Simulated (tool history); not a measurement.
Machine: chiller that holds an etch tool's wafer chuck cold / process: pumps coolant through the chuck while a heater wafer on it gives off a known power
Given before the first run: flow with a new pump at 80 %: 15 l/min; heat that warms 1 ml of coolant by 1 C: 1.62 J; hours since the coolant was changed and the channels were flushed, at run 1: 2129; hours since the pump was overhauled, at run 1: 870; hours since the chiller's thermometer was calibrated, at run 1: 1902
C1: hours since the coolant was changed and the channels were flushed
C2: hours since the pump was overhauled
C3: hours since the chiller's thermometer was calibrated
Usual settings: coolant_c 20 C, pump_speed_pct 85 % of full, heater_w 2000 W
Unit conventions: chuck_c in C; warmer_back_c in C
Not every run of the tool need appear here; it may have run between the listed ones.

Run 1, day 0.000: usual settings; C1 2129; C2 870; C3 1902. Result: chuck_c 36.1 C, warmer_back_c 4.82 C.
Run 2, day 0.746: usual settings; C1 2147; C2 888; C3 1920. Result: chuck_c 36.1 C, warmer_back_c 4.75 C.
Run 3, day 1.729: usual settings; C1 2171; C2 912; C3 1944. Result: chuck_c 36.3 C, warmer_back_c 4.83 C.
Run 4, day 2.438: usual settings; C1 2188; C2 929; C3 1961. Result: chuck_c 36.1 C, warmer_back_c 4.80 C.
Run 5, day 3.221: usual settings; C1 2207; C2 948; C3 1979. Result: chuck_c 36.2 C, warmer_back_c 4.84 C.
Run 6, day 4.275: usual settings; C1 2232; C2 973; C3 2005. Result: chuck_c 36.2 C, warmer_back_c 4.78 C.
Run 7, day 5.258: usual settings; C1 2255; C2 996; C3 2028. Result: chuck_c 36.0 C, warmer_back_c 4.81 C.
Run 8, day 6.329: usual settings but coolant_c 29 C; C1 2281; C2 1022; C3 2054. Result: chuck_c 45.3 C, warmer_back_c 4.82 C.
Run 9, day 7.483: usual settings but coolant_c 29 C; C1 2309; C2 1050; C3 2082. Result: chuck_c 45.4 C, warmer_back_c 4.78 C.
Run 10, day 8.546: usual settings; C1 2334; C2 1075; C3 2107. Result: chuck_c 36.2 C, warmer_back_c 4.83 C.
Run 11, day 9.612: usual settings but heater_w 2250 W; C1 2360; C2 1101; C3 2133. Result: chuck_c 38.3 C, warmer_back_c 5.37 C.
Run 12, day 10.254: usual settings but heater_w 2250 W; C1 2375; C2 1116; C3 2148. Result: chuck_c 38.6 C, warmer_back_c 5.43 C.
Run 13, day 11.362: usual settings but heater_w 2250 W; C1 2402; C2 1143; C3 2175. Result: chuck_c 38.6 C, warmer_back_c 5.46 C.
Run 14, day 12.038: usual settings but heater_w 2250 W; C1 2418; C2 1159; C3 2191. Result: chuck_c 38.5 C, warmer_back_c 5.43 C.
Run 15, day 12.654: usual settings but pump_speed_pct 93 % of full, heater_w 2250 W; C1 2433; C2 1174; C3 2206. Result: chuck_c 37.3 C, warmer_back_c 4.93 C.
Run 16, day 13.825: usual settings but pump_speed_pct 87 % of full, heater_w 2250 W; C1 2461; C2 1202; C3 2234. Result: chuck_c 38.3 C, warmer_back_c 5.30 C.
Run 17, day 15.079: usual settings but pump_speed_pct 87 % of full, heater_w 2250 W; C1 2491; C2 1232; C3 2264. Result: chuck_c 38.2 C, warmer_back_c 5.28 C.
Run 18, day 16.092: usual settings but pump_speed_pct 87 % of full, heater_w 2250 W; C1 2515; C2 1256; C3 2288. Result: chuck_c 38.4 C, warmer_back_c 5.28 C.
At day 16.204: chiller's thermometer calibrated.
Run 19, day 17.179: usual settings but coolant_c 15 C, heater_w 2158 W; C1 2541; C2 1281; C3 23. Result: chuck_c 32.8 C, warmer_back_c 5.27 C.
Run 20, day 18.258: usual settings but coolant_c 13 C, pump_speed_pct 75 % of full, heater_w 1013 W; C1 2566; C2 1307; C3 49. Result: chuck_c 22.1 C, warmer_back_c 2.80 C.
Run 21, day 19.154: usual settings but coolant_c 13 C, pump_speed_pct 75 % of full, heater_w 1013 W; C1 2588; C2 1329; C3 71. Result: chuck_c 22.0 C, warmer_back_c 2.83 C.
Run 22, day 20.238: usual settings but coolant_c 13 C, pump_speed_pct 71 % of full, heater_w 2901 W; C1 2614; C2 1355; C3 97. Result: chuck_c 40.8 C, warmer_back_c 8.58 C.
Run 23, day 21.133: usual settings but coolant_c 13 C, pump_speed_pct 71 % of full, heater_w 2901 W; C1 2635; C2 1376; C3 118. Result: chuck_c 41.0 C, warmer_back_c 8.61 C.
Run 24, day 22.217: usual settings but coolant_c 13 C, pump_speed_pct 71 % of full, heater_w 2901 W; C1 2661; C2 1402; C3 144. Result: chuck_c 40.9 C, warmer_back_c 8.60 C.
Run 25, day 23.408: usual settings but coolant_c 13 C, pump_speed_pct 71 % of full, heater_w 2795 W; C1 2690; C2 1431; C3 173. Result: chuck_c 39.9 C, warmer_back_c 8.31 C.
At day 23.796: chiller's thermometer calibrated, once more.
Run 26, day 24.292: usual settings but coolant_c 21 C, pump_speed_pct 71 % of full, heater_w 2492 W; C1 2710; C2 1451; C3 12. Result: chuck_c 45.7 C, warmer_back_c 7.40 C.
Run 27, day 25.304: usual settings but coolant_c 22 C, pump_speed_pct 64 % of full; C1 2735; C2 1475; C3 36. Result: chuck_c 43.3 C, warmer_back_c 6.70 C.
Run 28, day 26.633: usual settings but pump_speed_pct 69 % of full, heater_w 2725 W; C1 2766; C2 1507; C3 68. Result: chuck_c 47.6 C, warmer_back_c 8.34 C.
Run 29, day 27.612: usual settings but pump_speed_pct 63 % of full, heater_w 2694 W; C1 2790; C2 1531; C3 92. Result: chuck_c 49.3 C, warmer_back_c 9.19 C.
Run 30, day 29.000: usual settings but coolant_c 11 C, pump_speed_pct 78 % of full, heater_w 1477 W; C1 2823; C2 1564; C3 125. Result: chuck_c 24.8 C, warmer_back_c 3.97 C.
Run 31, day 29.638: usual settings but coolant_c 11 C, pump_speed_pct 78 % of full, heater_w 1477 W; C1 2839; C2 1580; C3 140. Result: chuck_c 24.8 C, warmer_back_c 3.97 C.

What differs in the tool's unlogged condition from the final listed run ahead of each entry between runs to the first listed run following it?
Runs 18 to 19: chiller's thermometer calibrated (day 16.204)
  heat passed by the chuck's channels, % of clean ones': 83.2 -> 83.1; flow at a given pump speed, % of a new pump's: 95.4 -> 95.3; coolant's true temperature over the reading, C: -0.38 -> -0.52
  what was measured, less what the result would be without the hidden state, chuck_c: +2.7 -> +2.6 C; warmer_back_c: +0.24 -> +0.24 C
Runs 25 to 26: chiller's thermometer calibrated, once more (day 23.796)
  heat passed by the chuck's channels, % of clean ones': 82.2 -> 82; coolant's true temperature over the reading, C: -0.54 -> -0.01
  what was measured, less what the result would be without the hidden state, chuck_c: +4.4 -> +4.4 C; warmer_back_c: +0.43 -> +0.39 C
